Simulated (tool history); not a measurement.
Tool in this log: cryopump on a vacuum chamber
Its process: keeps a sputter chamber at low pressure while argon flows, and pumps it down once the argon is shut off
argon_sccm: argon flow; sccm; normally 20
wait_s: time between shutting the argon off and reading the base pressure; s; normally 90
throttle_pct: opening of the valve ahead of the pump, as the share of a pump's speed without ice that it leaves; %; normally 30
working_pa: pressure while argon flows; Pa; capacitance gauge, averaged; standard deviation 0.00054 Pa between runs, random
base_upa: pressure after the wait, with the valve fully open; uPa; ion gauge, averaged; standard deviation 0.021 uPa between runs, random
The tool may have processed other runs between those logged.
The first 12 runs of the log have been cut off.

{"run": 13, "hour": 1073.8, "argon_sccm": 20, "wait_s": 58, "throttle_pct": 30, "working_pa": 0.0544, "base_upa": 1.27}
{"run": 14, "hour": 1171.8, "argon_sccm": 20, "wait_s": 58, "throttle_pct": 30, "working_pa": 0.0553, "base_upa": 1.29}
{"run": 15, "hour": 1264.1, "argon_sccm": 20, "wait_s": 58, "throttle_pct": 30, "working_pa": 0.0552, "base_upa": 1.34}
{"run": 16, "hour": 1337.8, "argon_sccm": 20, "wait_s": 90, "throttle_pct": 30, "working_pa": 0.0545, "base_upa": 1.22}
{"run": 17, "hour": 1424.5, "argon_sccm": 20, "wait_s": 90, "throttle_pct": 30, "working_pa": 0.0541, "base_upa": 1.16}
{"run": 18, "hour": 1507.0, "argon_sccm": 20, "wait_s": 145, "throttle_pct": 30, "working_pa": 0.056, "base_upa": 1.08}
{"run": 19, "hour": 1626.0, "argon_sccm": 19, "wait_s": 228, "throttle_pct": 30, "working_pa": 0.0526, "base_upa": 1.03}
{"run": 20, "hour": 1677.1, "argon_sccm": 21, "wait_s": 27, "throttle_pct": 40, "working_pa": 0.0447, "base_upa": 1.93}
{"hour": 1689.7, "done": "pump warmed up, emptied and cooled again"}
{"run": 21, "hour": 1786.5, "argon_sccm": 21, "wait_s": 27, "throttle_pct": 40, "working_pa": 0.0417, "base_upa": 1.92}
{"run": 22, "hour": 1900.0, "argon_sccm": 20, "wait_s": 43, "throttle_pct": 30, "working_pa": 0.0519, "base_upa": 1.5}
{"run": 23, "hour": 1963.5, "argon_sccm": 20, "wait_s": 43, "throttle_pct": 30, "working_pa": 0.0527, "base_upa": 1.51}
{"run": 24, "hour": 2020.1, "argon_sccm": 16, "wait_s": 20, "throttle_pct": 30, "working_pa": 0.0427, "base_upa": 2.35}
{"run": 25, "hour": 2073.0, "argon_sccm": 13, "wait_s": 42, "throttle_pct": 34, "working_pa": 0.0299, "base_upa": 1.54}
{"run": 26, "hour": 2165.6, "argon_sccm": 12, "wait_s": 267, "throttle_pct": 20, "working_pa": 0.0466, "base_upa": 1}
{"run": 27, "hour": 2284.5, "argon_sccm": 10, "wait_s": 218, "throttle_pct": 17, "working_pa": 0.0457, "base_upa": 1.04}
{"run": 28, "hour": 2343.2, "argon_sccm": 10, "wait_s": 218, "throttle_pct": 17, "working_pa": 0.0465, "base_upa": 1.08}
{"run": 29, "hour": 2456.2, "argon_sccm": 10, "wait_s": 218, "throttle_pct": 17, "working_pa": 0.0459, "base_upa": 1.11}
{"run": 30, "hour": 2555.8, "argon_sccm": 38, "wait_s": 73, "throttle_pct": 23, "working_pa": 0.1314, "base_upa": 1.41}
{"run": 31, "hour": 2633.5, "argon_sccm": 38, "wait_s": 73, "throttle_pct": 23, "working_pa": 0.1324, "base_upa": 1.36}
{"run": 32, "hour": 2735.7, "argon_sccm": 9, "wait_s": 32, "throttle_pct": 36, "working_pa": 0.0203, "base_upa": 1.89}
{"run": 33, "hour": 2839.2, "argon_sccm": 9, "wait_s": 78, "throttle_pct": 42, "working_pa": 0.017, "base_upa": 1.41}

Alternative continuations, all from the tool just after run 33; predict every row:
{"run": "A", "hour": 2934.8, "argon_sccm": 9, "wait_s": 78, "throttle_pct": 22, "working_pa": "?", "base_upa": "?"}
{"run": "B", "hour": 2934.8, "argon_sccm": 9, "wait_s": 75, "throttle_pct": 42, "working_pa": "?", "base_upa": "?"}
{"run": "C", "hour": 2934.8, "argon_sccm": 13, "wait_s": 57, "throttle_pct": 39, "working_pa": "?", "base_upa": "?"}
{"run": "D", "hour": 2934.8, "argon_sccm": 10, "wait_s": 90, "throttle_pct": 30, "working_pa": "?", "base_upa": "?"}
{"run": "E", "hour": 2934.8, "argon_sccm": 8, "wait_s": 114, "throttle_pct": 41, "working_pa": "?", "base_upa": "?"}

run=A working_pa=0.0329 base_upa=1.46
run=B working_pa=0.0187 base_upa=1.47
run=C working_pa=0.0269 base_upa=1.62
run=D working_pa=0.0266 base_upa=1.4
run=E working_pa=0.0157 base_upa=1.34
The same runs, with their run-to-run variation unchanged, on a tool lacking any hidden condition would have given:
run=A working_pa=0.0319 base_upa=0.52
run=B working_pa=0.0177 base_upa=0.53
run=C working_pa=0.0254 base_upa=0.64
run=D working_pa=0.0255 base_upa=0.45
run=E working_pa=0.0148 base_upa=0.37
